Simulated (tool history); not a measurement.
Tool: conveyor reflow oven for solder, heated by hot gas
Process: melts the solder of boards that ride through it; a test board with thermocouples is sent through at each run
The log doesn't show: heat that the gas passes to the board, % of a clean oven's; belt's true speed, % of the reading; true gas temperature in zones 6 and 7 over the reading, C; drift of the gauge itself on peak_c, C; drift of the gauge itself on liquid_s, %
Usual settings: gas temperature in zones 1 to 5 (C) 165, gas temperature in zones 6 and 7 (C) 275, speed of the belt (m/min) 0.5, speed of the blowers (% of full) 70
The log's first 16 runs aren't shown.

run   hour  gas temperature in zones 1 to 5 (C)  gas temperature in zones 6 and 7 (C)  speed of the belt (m/min)  speed of the blowers (% of full)  hours of work since the flux was cleaned out  hours of work since the belt drive was overhauled  hours of work since the thermocouples were changed  highest temperature of the board (C)  time above the solder's melting point (s)
 17  469.7                                  165                                   275                      0.524                                70                                           179                                                284                                                 506                                 251.3                                       54.8
 18  491.6                                  165                                   276                      0.577                                70                                           189                                                295                                                 517                                 246.5                                       46.1
     499.7  -- thermocouples of zones 6 and 7 changed
 19  529.6                                  165                                   276                      0.517                                70                                           207                                                313                                                  15                                 253.2                                       57.8
 20  562.2                                  153                                   274                      0.501                                79                                           223                                                329                                                  31                                 253.9                                       56.3
 21  596.3                                  166                                   284                      0.525                                51                                           240                                                346                                                  48                                 249.2                                       53.1
 22    617                                  162                                   271                      0.591                                68                                           250                                                356                                                  58                                 240.5                                       37.5
 23  640.6                                  162                                   271                      0.591                                68                                           262                                                367                                                  69                                 240.8                                       37.5
 24  658.2                                  162                                   276                      0.578                                68                                           270                                                376                                                  78                                   246                                       44.2
 25  698.4                                  165                                   283                        0.5                                78                                           290                                                396                                                  98                                 262.9                                       67.1
 26  715.2                                  165                                   275                        0.5                                77                                           299                                                404                                                 106                                 254.5                                       61.3
 27  732.1                                  165                                   275                        0.5                                77                                           307                                                413                                                 115                                 255.1                                       61.5
 28    758                                  174                                   275                      0.564                                70                                           320                                                425                                                 127                                 250.8                                       51.7
 29  794.7                                  174                                   275                      0.564                                70                                           338                                                443                                                 145                                 248.8                                       51.7
 30  819.7                                  165                                   275                      0.576                                85                                           350                                                456                                                 158                                 252.2                                       50.5
 31  846.3                                  151                                   275                        0.5                                70                                           363                                                469                                                 171                                 249.1                                       51.4
 32    869                                  159                                   289                        0.5                                75                                           374                                                480                                                 182                                 264.5                                       65.9

3 ways to go on from here, each from the tool as it stands after run 32. What would each give?
  A  904.2                                  162                                   271                        0.5                                79                                           392                                                497                                                 199                                     ?                                          ?
  B  904.2                                  165                                   275                      0.513                                70                                           392                                                497                                                 199                                     ?                                          ?
  C  904.2                                  168                                   283                        0.5                                75                                           392                                                497                                                 199                                     ?                                          ?

run  highest temperature of the board (C)  time above the solder's melting point (s)
  A                                 250.6                                       56.8
  B                                 251.1                                       54.8
  C                                 260.9                                       66.1
Without the tool's hidden state the same runs would have given:
run  highest temperature of the board (C)  time above the solder's melting point (s)
  A                                 254.1                                       60.1
  B                                 254.6                                         58
  C                                 264.5                                       68.4
